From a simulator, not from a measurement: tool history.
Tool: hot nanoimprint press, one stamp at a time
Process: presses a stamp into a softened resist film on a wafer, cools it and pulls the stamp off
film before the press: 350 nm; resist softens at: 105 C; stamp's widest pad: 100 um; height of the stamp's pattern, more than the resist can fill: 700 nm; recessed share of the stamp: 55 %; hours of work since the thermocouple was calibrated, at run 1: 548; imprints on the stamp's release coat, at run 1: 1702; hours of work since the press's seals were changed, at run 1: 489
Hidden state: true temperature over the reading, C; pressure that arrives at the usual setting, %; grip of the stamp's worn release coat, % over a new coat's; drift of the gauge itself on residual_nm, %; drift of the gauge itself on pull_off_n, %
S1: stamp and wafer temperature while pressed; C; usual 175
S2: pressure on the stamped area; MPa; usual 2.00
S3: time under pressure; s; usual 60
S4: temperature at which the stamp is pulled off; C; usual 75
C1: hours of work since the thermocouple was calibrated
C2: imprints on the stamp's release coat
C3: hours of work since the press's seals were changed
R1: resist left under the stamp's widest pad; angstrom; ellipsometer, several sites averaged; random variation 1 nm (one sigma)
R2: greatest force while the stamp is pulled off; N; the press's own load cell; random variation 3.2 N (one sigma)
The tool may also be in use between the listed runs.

run   hour   S1    S2   S3  S4   C1    C2   C3    R1   R2
  1    0.0  175  2.00   60  75  548  1702  489  1581  240
  2   14.8  175  2.00   60  75  559  1744  501  1580  238
  3   37.2  175  2.00   60  75  576  1808  518  1583  241
      42.0  -- plate thermocouple calibrated
  4   54.2  175  2.00   60  72    9  1847  529  1473  254
  5   75.9  175  2.00   60  72   26  1909  545  1466  261
  6   97.8  175  2.00   60  72   43  1971  562  1485  265
  7  115.2  175  2.00   60  72   56  2021  575  1482  261
  8  135.1  175  1.26   40  75   71  2077  591  2078  255
  9  147.0  175  1.26   40  75   81  2111  600  2061  252
 10  162.5  175  1.26   40  75   92  2155  612  2084  254
 11  182.8  175  1.30   60  61  108  2212  627  1805  327
     203.5  -- press's hydraulic seals changed and the load cell set to zero
 12  208.4  176  2.00   60  75  121  2262    4  1410  269
 13  225.9  173  2.06  100  77  135  2312   17  1268  256

Forecast each of these 3 alternatives for the next run:
  A  249.5  181  1.81  100  71  153  2379  35   ?   ?
  B  249.5  175  2.00   60  75  153  2379  35   ?   ?
  C  249.5  173  2.06   79  77  153  2379  35   ?   ?

run    R1   R2
  A  1012  290
  B  1483  276
  C  1414  263
Without the tool's hidden state the same runs would have given:
run    R1   R2
  A   997  161
  B  1461  153
  C  1392  147
